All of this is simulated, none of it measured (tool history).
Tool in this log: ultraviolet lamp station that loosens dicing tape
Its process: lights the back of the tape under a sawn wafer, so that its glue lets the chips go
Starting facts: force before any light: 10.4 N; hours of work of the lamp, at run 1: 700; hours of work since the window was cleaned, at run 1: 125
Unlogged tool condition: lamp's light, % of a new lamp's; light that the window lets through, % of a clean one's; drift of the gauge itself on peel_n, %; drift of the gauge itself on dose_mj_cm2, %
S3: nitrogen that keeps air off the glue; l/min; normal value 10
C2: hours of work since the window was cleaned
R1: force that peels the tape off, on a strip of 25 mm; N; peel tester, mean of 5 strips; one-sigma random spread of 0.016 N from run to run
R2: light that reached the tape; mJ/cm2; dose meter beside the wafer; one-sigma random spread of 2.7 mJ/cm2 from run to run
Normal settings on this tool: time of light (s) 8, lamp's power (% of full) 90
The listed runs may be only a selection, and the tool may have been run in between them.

{"run": 1, "day": 0.0, "time of light (s)": 8, "lamp's power (% of full)": 90, "S3": 10, "hours of work of the lamp": 700, "C2": 125, "R1": 1.265, "R2": 297}
{"run": 2, "day": 2.292, "time of light (s)": 8, "lamp's power (% of full)": 90, "S3": 10, "hours of work of the lamp": 726, "C2": 151, "R1": 1.295, "R2": 295}
{"run": 3, "day": 4.496, "time of light (s)": 4, "lamp's power (% of full)": 90, "S3": 10, "hours of work of the lamp": 751, "C2": 176, "R1": 3.655, "R2": 144}
{"run": 4, "day": 5.896, "time of light (s)": 4, "lamp's power (% of full)": 90, "S3": 10, "hours of work of the lamp": 767, "C2": 192, "R1": 3.663, "R2": 141}
{"run": 5, "day": 8.888, "time of light (s)": 4, "lamp's power (% of full)": 90, "S3": 10, "hours of work of the lamp": 801, "C2": 226, "R1": 3.832, "R2": 139}
{"run": 6, "day": 11.908, "time of light (s)": 4, "lamp's power (% of full)": 90, "S3": 10, "hours of work of the lamp": 835, "C2": 260, "R1": 3.798, "R2": 140}
{"run": 7, "day": 14.117, "time of light (s)": 4, "lamp's power (% of full)": 90, "S3": 10, "hours of work of the lamp": 860, "C2": 285, "R1": 4.007, "R2": 137}
{"run": 8, "day": 17.258, "time of light (s)": 4, "lamp's power (% of full)": 90, "S3": 10, "hours of work of the lamp": 896, "C2": 320, "R1": 4.043, "R2": 133}
{"run": 9, "day": 20.1, "time of light (s)": 4, "lamp's power (% of full)": 90, "S3": 10, "hours of work of the lamp": 928, "C2": 353, "R1": 4.011, "R2": 126}
{"run": 10, "day": 22.817, "time of light (s)": 4, "lamp's power (% of full)": 90, "S3": 10, "hours of work of the lamp": 959, "C2": 383, "R1": 4.169, "R2": 130}
{"run": 11, "day": 25.175, "time of light (s)": 12, "lamp's power (% of full)": 67, "S3": 4, "hours of work of the lamp": 985, "C2": 410, "R1": 2.674, "R2": 280}
{"run": 12, "day": 27.004, "time of light (s)": 15, "lamp's power (% of full)": 67, "S3": 4, "hours of work of the lamp": 1006, "C2": 431, "R1": 1.968, "R2": 350}
{"run": 13, "day": 29.217, "time of light (s)": 11, "lamp's power (% of full)": 72, "S3": 10, "hours of work of the lamp": 1031, "C2": 456, "R1": 1.564, "R2": 271}
{"run": 14, "day": 30.871, "time of light (s)": 11, "lamp's power (% of full)": 84, "S3": 15, "hours of work of the lamp": 1050, "C2": 475, "R1": 0.865, "R2": 311}
{"day": 32.517, "done": "window cleaned of glue's vapour"}
{"run": 15, "day": 32.933, "time of light (s)": 8, "lamp's power (% of full)": 74, "S3": 4, "hours of work of the lamp": 1073, "C2": 5, "R1": 3.543, "R2": 222}
{"run": 16, "day": 36.071, "time of light (s)": 8, "lamp's power (% of full)": 74, "S3": 4, "hours of work of the lamp": 1108, "C2": 40, "R1": 3.57, "R2": 216}
{"run": 17, "day": 38.138, "time of light (s)": 8, "lamp's power (% of full)": 78, "S3": 10, "hours of work of the lamp": 1132, "C2": 64, "R1": 2.003, "R2": 231}
{"run": 18, "day": 40.725, "time of light (s)": 8, "lamp's power (% of full)": 78, "S3": 10, "hours of work of the lamp": 1161, "C2": 93, "R1": 2.186, "R2": 228}
{"run": 19, "day": 43.375, "time of light (s)": 8, "lamp's power (% of full)": 78, "S3": 10, "hours of work of the lamp": 1191, "C2": 123, "R1": 2.16, "R2": 221}
{"run": 20, "day": 45.504, "time of light (s)": 8, "lamp's power (% of full)": 78, "S3": 10, "hours of work of the lamp": 1215, "C2": 147, "R1": 2.198, "R2": 219}

Here are 3 independent what-if runs from the current tool condition. What would each one return?
{"run": "A", "day": 48.096, "time of light (s)": 13, "lamp's power (% of full)": 66, "S3": 6, "hours of work of the lamp": 1245, "C2": 176, "R1": "?", "R2": "?"}
{"run": "B", "day": 48.096, "time of light (s)": 8, "lamp's power (% of full)": 90, "S3": 5, "hours of work of the lamp": 1245, "C2": 176, "R1": "?", "R2": "?"}
{"run": "C", "day": 48.096, "time of light (s)": 8, "lamp's power (% of full)": 78, "S3": 8, "hours of work of the lamp": 1245, "C2": 176, "R1": "?", "R2": "?"}

run=A R1=1.955 R2=293
run=B R1=2.802 R2=248
run=C R1=2.491 R2=218
Without the tool's hidden state the same runs would have given:
run=A R1=0.846 R2=447
run=B R1=1.430 R2=377
run=C R1=1.230 R2=330

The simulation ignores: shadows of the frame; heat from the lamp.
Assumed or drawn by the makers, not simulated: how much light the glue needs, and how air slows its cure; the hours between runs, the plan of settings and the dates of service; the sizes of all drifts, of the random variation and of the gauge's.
